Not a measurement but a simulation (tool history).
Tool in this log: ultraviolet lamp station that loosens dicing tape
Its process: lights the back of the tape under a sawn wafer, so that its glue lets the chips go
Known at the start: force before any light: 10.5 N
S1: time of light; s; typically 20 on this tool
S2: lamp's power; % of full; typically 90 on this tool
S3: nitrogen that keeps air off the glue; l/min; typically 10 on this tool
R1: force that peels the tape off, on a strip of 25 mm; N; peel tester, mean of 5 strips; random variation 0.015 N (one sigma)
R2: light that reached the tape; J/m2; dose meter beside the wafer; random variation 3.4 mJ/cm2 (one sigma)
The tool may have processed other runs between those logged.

Run 1, hour 0.0: usual settings. Result: R1 0.732 N, R2 5610 J/m2.
Run 2, hour 7.9: usual settings. Result: R1 0.734 N, R2 5540 J/m2.
Run 3, hour 18.9: usual settings but S3 3 l/min. Result: R1 1.916 N, R2 5600 J/m2.
Run 4, hour 24.7: usual settings but S3 6 l/min. Result: R1 1.129 N, R2 5590 J/m2.
At hour 27.6: window cleaned of glue's vapour.
Run 5, hour 34.9: usual settings but S3 6 l/min. Result: R1 1.153 N, R2 5570 J/m2.
Run 6, hour 44.4: usual settings but S3 6 l/min. Result: R1 1.165 N, R2 5560 J/m2.
Run 7, hour 54.3: usual settings. Result: R1 0.735 N, R2 5630 J/m2.
Run 8, hour 59.9: usual settings. Result: R1 0.701 N, R2 5550 J/m2.
Run 9, hour 67.9: usual settings. Result: R1 0.724 N, R2 5580 J/m2.
Run 10, hour 78.3: usual settings. Result: R1 0.758 N, R2 5600 J/m2.
Run 11, hour 86.9: usual settings. Result: R1 0.728 N, R2 5550 J/m2.
Run 12, hour 98.5: usual settings. Result: R1 0.728 N, R2 5580 J/m2.
Run 13, hour 105.1: usual settings. Result: R1 0.748 N, R2 5560 J/m2.
Run 14, hour 115.1: usual settings. Result: R1 0.722 N, R2 5610 J/m2.
Run 15, hour 122.2: usual settings but S2 60 % of full. Result: R1 1.628 N, R2 3730 J/m2.
Run 16, hour 131.4: usual settings but S2 60 % of full, S3 8 l/min. Result: R1 1.905 N, R2 3740 J/m2.
Run 17, hour 140.0: usual settings. Result: R1 0.718 N, R2 5590 J/m2.
Run 18, hour 151.1: usual settings. Result: R1 0.753 N, R2 5600 J/m2.
Run 19, hour 159.9: usual settings but S3 13 l/min. Result: R1 0.569 N, R2 5610 J/m2.
Run 20, hour 169.4: usual settings but S2 76 % of full. Result: R1 1.050 N, R2 4710 J/m2.
Run 21, hour 174.9: usual settings but S2 76 % of full. Result: R1 1.030 N, R2 4760 J/m2.
Run 22, hour 182.3: usual settings but S2 76 % of full. Result: R1 1.051 N, R2 4710 J/m2.
Run 23, hour 190.3: usual settings but S2 76 % of full. Result: R1 1.100 N, R2 4760 J/m2.
Run 24, hour 198.8: usual settings but S1 32 s, S3 5 l/min. Result: R1 0.515 N, R2 8950 J/m2.
Run 25, hour 205.1: usual settings but S1 32 s, S3 5 l/min. Result: R1 0.505 N, R2 8880 J/m2.
Run 26, hour 213.0: usual settings but S1 32 s, S3 5 l/min. Result: R1 0.524 N, R2 8890 J/m2.
Run 27, hour 222.0: usual settings but S1 10 s, S2 83 % of full. Result: R1 2.798 N, R2 2550 J/m2.
Run 28, hour 227.6: usual settings but S1 10 s, S2 83 % of full. Result: R1 2.873 N, R2 2600 J/m2.
Run 29, hour 233.0: usual settings but S1 12 s, S2 83 % of full. Result: R1 2.193 N, R2 3100 J/m2.
Run 30, hour 240.0: usual settings but S1 12 s, S2 83 % of full. Result: R1 2.200 N, R2 3030 J/m2.
Run 31, hour 251.6: usual settings but S1 12 s, S2 83 % of full. Result: R1 2.258 N, R2 3090 J/m2.
Run 32, hour 261.1: usual settings but S1 33 s, S2 67 % of full. Result: R1 0.459 N, R2 6860 J/m2.
Run 33, hour 270.9: usual settings but S1 33 s, S2 67 % of full. Result: R1 0.461 N, R2 6880 J/m2.
Run 34, hour 281.5: usual settings but S1 13 s, S2 98 % of full, S3 4 l/min. Result: R1 2.649 N, R2 3940 J/m2.
Run 35, hour 288.5: usual settings but S1 13 s, S2 98 % of full, S3 4 l/min. Result: R1 2.625 N, R2 3930 J/m2.
Run 36, hour 295.9: usual settings but S1 13 s, S2 98 % of full, S3 4 l/min. Result: R1 2.729 N, R2 3930 J/m2.
Run 37, hour 303.9: usual settings but S1 13 s, S2 98 % of full, S3 4 l/min. Result: R1 2.742 N, R2 4010 J/m2.
Run 38, hour 310.8: usual settings but S1 35 s, S2 71 % of full, S3 6 l/min. Result: R1 0.615 N, R2 7750 J/m2.
Run 39, hour 317.5: usual settings but S1 35 s, S2 71 % of full, S3 6 l/min. Result: R1 0.590 N, R2 7680 J/m2.
Run 40, hour 328.3: usual settings but S3 4 l/min. Result: R1 1.637 N, R2 5550 J/m2.
Run 41, hour 338.4: usual settings but S2 82 % of full. Result: R1 0.895 N, R2 5050 J/m2.
Run 42, hour 347.6: usual settings but S2 63 % of full, S3 5 l/min. Result: R1 2.455 N, R2 3890 J/m2.
Run 43, hour 358.1: usual settings but S1 19 s, S3 5 l/min. Result: R1 1.519 N, R2 5300 J/m2.

Below are 3 alternative next runs, each starting from the tool's condition after run 43. Predict each:
Run A, hour 368.9: usual settings but S1 19 s, S2 97 % of full, S3 5 l/min. Result: R1 ?, R2 ?.
Run B, hour 368.9: usual settings but S1 39 s, S2 64 % of full, S3 6 l/min. Result: R1 ?, R2 ?.
Run C, hour 368.9: usual settings but S1 24 s, S2 84 % of full, S3 14 l/min. Result: R1 ?, R2 ?.

run     R1    R2
  A  1.304  5700
  B  0.573  7730
  C  0.434  6230
What these runs would have given with no unlogged condition in the tool:
run     R1    R2
  A  1.301  5710
  B  0.572  7740
  C  0.433  6240

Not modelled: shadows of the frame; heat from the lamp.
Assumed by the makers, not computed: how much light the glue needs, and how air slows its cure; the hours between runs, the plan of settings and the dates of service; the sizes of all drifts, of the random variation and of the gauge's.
